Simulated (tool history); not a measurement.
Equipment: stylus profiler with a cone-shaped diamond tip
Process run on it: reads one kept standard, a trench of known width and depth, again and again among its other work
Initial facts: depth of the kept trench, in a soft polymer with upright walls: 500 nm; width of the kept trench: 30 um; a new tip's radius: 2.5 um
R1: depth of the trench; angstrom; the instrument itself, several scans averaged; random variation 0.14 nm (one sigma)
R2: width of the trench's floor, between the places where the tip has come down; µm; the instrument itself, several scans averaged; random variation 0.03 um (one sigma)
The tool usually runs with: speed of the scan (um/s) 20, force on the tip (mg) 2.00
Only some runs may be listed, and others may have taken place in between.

Run 1, hour 0.0: usual settings. Result: R1 5032.6 angstrom, R2 26.86 µm.
Run 2, hour 20.2: usual settings but force on the tip (mg) 1.95. Result: R1 5033.2 angstrom, R2 26.84 µm.
Run 3, hour 33.4: usual settings but force on the tip (mg) 1.95. Result: R1 5033.4 angstrom, R2 26.85 µm.
Run 4, hour 50.6: usual settings but force on the tip (mg) 1.95. Result: R1 5032.9 angstrom, R2 26.86 µm.
Run 5, hour 68.0: usual settings but force on the tip (mg) 0.85. Result: R1 5018.7 angstrom, R2 26.82 µm.
Run 6, hour 83.6: usual settings. Result: R1 5034.0 angstrom, R2 26.88 µm.
Run 7, hour 102.3: usual settings but speed of the scan (um/s) 7. Result: R1 5034.8 angstrom, R2 26.95 µm.
Run 8, hour 120.9: usual settings. Result: R1 5035.4 angstrom, R2 26.89 µm.
Run 9, hour 130.0: usual settings but force on the tip (mg) 5.34. Result: R1 5065.7 angstrom, R2 26.90 µm.
Run 10, hour 150.1: usual settings. Result: R1 5033.3 angstrom, R2 26.91 µm.
Run 11, hour 162.6: usual settings but speed of the scan (um/s) 5. Result: R1 5032.5 angstrom, R2 26.99 µm.
Run 12, hour 177.8: usual settings but speed of the scan (um/s) 8. Result: R1 5033.5 angstrom, R2 26.94 µm.
Run 13, hour 197.3: usual settings but speed of the scan (um/s) 59, force on the tip (mg) 0.81. Result: R1 5020.6 angstrom, R2 26.49 µm.
Run 14, hour 216.5: usual settings but speed of the scan (um/s) 8, force on the tip (mg) 1.74. Result: R1 5030.0 angstrom, R2 26.94 µm.
Run 15, hour 233.1: usual settings but speed of the scan (um/s) 28, force on the tip (mg) 1.18. Result: R1 5023.7 angstrom, R2 26.72 µm.
Run 16, hour 249.8: usual settings but speed of the scan (um/s) 28, force on the tip (mg) 1.18. Result: R1 5023.9 angstrom, R2 26.76 µm.
Run 17, hour 262.5: usual settings but speed of the scan (um/s) 14, force on the tip (mg) 2.43. Result: R1 5038.7 angstrom, R2 26.92 µm.
Run 18, hour 276.6: usual settings but speed of the scan (um/s) 6, force on the tip (mg) 1.68. Result: R1 5029.5 angstrom, R2 26.99 µm.
Run 19, hour 291.2: usual settings but speed of the scan (um/s) 8, force on the tip (mg) 4.20. Result: R1 5053.9 angstrom, R2 26.99 µm.
Run 20, hour 308.2: usual settings but speed of the scan (um/s) 8, force on the tip (mg) 4.20. Result: R1 5054.2 angstrom, R2 26.93 µm.
Run 21, hour 324.8: usual settings but speed of the scan (um/s) 8, force on the tip (mg) 4.20. Result: R1 5053.3 angstrom, R2 26.90 µm.

Consider 4 possible next runs. They are alternatives, not a sequence: every one starts from the tool as it was left by run 21. What does each give?
Run A, hour 338.8: usual settings but speed of the scan (um/s) 15, force on the tip (mg) 1.72. Result: R1 ?, R2 ?.
Run B, hour 338.8: usual settings but speed of the scan (um/s) 32, force on the tip (mg) 4.20. Result: R1 ?, R2 ?.
Run C, hour 338.8: usual settings but force on the tip (mg) 2.46. Result: R1 ?, R2 ?.
Run D, hour 338.8: usual settings but speed of the scan (um/s) 13. Result: R1 ?, R2 ?.

run      R1     R2
  A  5030.2  26.86
  B  5054.4  26.79
  C  5038.5  26.83
  D  5033.6  26.95
With the hidden condition removed and each run's random variation left untouched, the same runs would have given:
run      R1     R2
  A  5030.3  26.86
  B  5054.4  26.79
  C  5038.6  26.83
  D  5033.6  26.96
